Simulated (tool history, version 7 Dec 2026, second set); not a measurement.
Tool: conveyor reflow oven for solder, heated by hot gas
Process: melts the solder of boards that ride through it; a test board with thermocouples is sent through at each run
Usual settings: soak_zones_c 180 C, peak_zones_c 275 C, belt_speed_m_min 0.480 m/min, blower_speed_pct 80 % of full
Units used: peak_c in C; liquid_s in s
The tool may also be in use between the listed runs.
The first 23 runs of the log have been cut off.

{"run": 24, "hour": 502.6, "soak_zones_c": 180, "peak_zones_c": 289, "belt_speed_m_min": 0.44, "blower_speed_pct": 78, "peak_c": 278.01, "liquid_s": 105.2}
{"run": 25, "hour": 523.7, "soak_zones_c": 180, "peak_zones_c": 289, "belt_speed_m_min": 0.44, "blower_speed_pct": 78, "peak_c": 278.09, "liquid_s": 105.28}
{"run": 26, "hour": 543.6, "soak_zones_c": 181, "peak_zones_c": 287, "belt_speed_m_min": 0.471, "blower_speed_pct": 71, "peak_c": 273.26, "liquid_s": 96.27}
{"hour": 552.5, "done": "belt drive overhauled, speed set with a stopwatch, once more"}
{"run": 27, "hour": 567.6, "soak_zones_c": 181, "peak_zones_c": 287, "belt_speed_m_min": 0.471, "blower_speed_pct": 71, "peak_c": 273.02, "liquid_s": 94.99}
{"run": 28, "hour": 594.3, "soak_zones_c": 181, "peak_zones_c": 285, "belt_speed_m_min": 0.517, "blower_speed_pct": 71, "peak_c": 268.0, "liquid_s": 83.48}
{"run": 29, "hour": 623.8, "soak_zones_c": 171, "peak_zones_c": 282, "belt_speed_m_min": 0.48, "blower_speed_pct": 80, "peak_c": 267.54, "liquid_s": 85.97}
{"run": 30, "hour": 643.0, "soak_zones_c": 186, "peak_zones_c": 282, "belt_speed_m_min": 0.398, "blower_speed_pct": 80, "peak_c": 274.41, "liquid_s": 116.29}
{"run": 31, "hour": 667.4, "soak_zones_c": 176, "peak_zones_c": 287, "belt_speed_m_min": 0.472, "blower_speed_pct": 85, "peak_c": 274.41, "liquid_s": 93.37}
{"run": 32, "hour": 682.9, "soak_zones_c": 173, "peak_zones_c": 272, "belt_speed_m_min": 0.439, "blower_speed_pct": 73, "peak_c": 260.73, "liquid_s": 90.05}

Forecast each of these 3 alternatives for the next run:
{"run": "A", "hour": 711.7, "soak_zones_c": 173, "peak_zones_c": 272, "belt_speed_m_min": 0.53, "blower_speed_pct": 73, "peak_c": "?", "liquid_s": "?"}
{"run": "B", "hour": 711.7, "soak_zones_c": 183, "peak_zones_c": 280, "belt_speed_m_min": 0.48, "blower_speed_pct": 58, "peak_c": "?", "liquid_s": "?"}
{"run": "C", "hour": 711.7, "soak_zones_c": 180, "peak_zones_c": 269, "belt_speed_m_min": 0.48, "blower_speed_pct": 80, "peak_c": "?", "liquid_s": "?"}

run=A peak_c=254.51 liquid_s=68.68
run=B peak_c=264.11 liquid_s=88.61
run=C peak_c=257.05 liquid_s=82.73
Had the tool no hidden state, the same runs would have come out as:
run=A peak_c=254.80 liquid_s=69.29
run=B peak_c=264.12 liquid_s=88.79
run=C peak_c=257.07 liquid_s=83.11
